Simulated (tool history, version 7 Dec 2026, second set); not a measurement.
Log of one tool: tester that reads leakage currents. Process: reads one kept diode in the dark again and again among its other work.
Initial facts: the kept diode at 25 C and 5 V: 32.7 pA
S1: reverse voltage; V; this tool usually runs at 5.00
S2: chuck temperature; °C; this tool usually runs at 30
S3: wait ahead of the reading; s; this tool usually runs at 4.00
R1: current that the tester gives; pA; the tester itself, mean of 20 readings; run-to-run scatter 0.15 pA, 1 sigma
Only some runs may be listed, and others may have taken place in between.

{"run": 1, "hour": 0.0, "S1": 5.0, "S2": 30, "S3": 4.0, "R1": 49.99}
{"hour": 109.4, "done": "probe card cleaned and baked"}
{"run": 2, "hour": 131.2, "S1": 5.0, "S2": 30, "S3": 4.0, "R1": 47.33}
{"run": 3, "hour": 250.0, "S1": 5.0, "S2": 30, "S3": 4.0, "R1": 47.58}
{"run": 4, "hour": 340.5, "S1": 5.0, "S2": 30, "S3": 1.83, "R1": 48.37}
{"run": 5, "hour": 496.2, "S1": 5.0, "S2": 30, "S3": 1.83, "R1": 48.55}
{"run": 6, "hour": 687.3, "S1": 5.0, "S2": 30, "S3": 1.83, "R1": 49.44}
{"run": 7, "hour": 871.1, "S1": 6.64, "S2": 22, "S3": 0.59, "R1": 35.63}
{"run": 8, "hour": 1021.5, "S1": 6.64, "S2": 22, "S3": 0.59, "R1": 35.97}
{"run": 9, "hour": 1219.2, "S1": 8.37, "S2": 30, "S3": 4.0, "R1": 67.4}
{"hour": 1240.9, "done": "chuck's temperature calibrated"}
{"run": 10, "hour": 1315.9, "S1": 8.37, "S2": 30, "S3": 4.0, "R1": 63.73}
{"run": 11, "hour": 1417.4, "S1": 8.37, "S2": 30, "S3": 4.0, "R1": 64.13}

Below are 3 alternative next runs, each starting from the tool's condition after run 11. Predict each:
{"run": "A", "hour": 1589.1, "S1": 8.37, "S2": 23, "S3": 2.1, "R1": "?"}
{"run": "B", "hour": 1589.1, "S1": 2.82, "S2": 30, "S3": 4.0, "R1": "?"}
{"run": "C", "hour": 1589.1, "S1": 8.7, "S2": 50, "S3": 2.73, "R1": "?"}

run=A R1=40.87
run=B R1=35.75
run=C R1=244.28
Had the tool no hidden state, the same runs would have come out as:
run=A R1=38.28
run=B R1=35.27
run=C R1=245.34
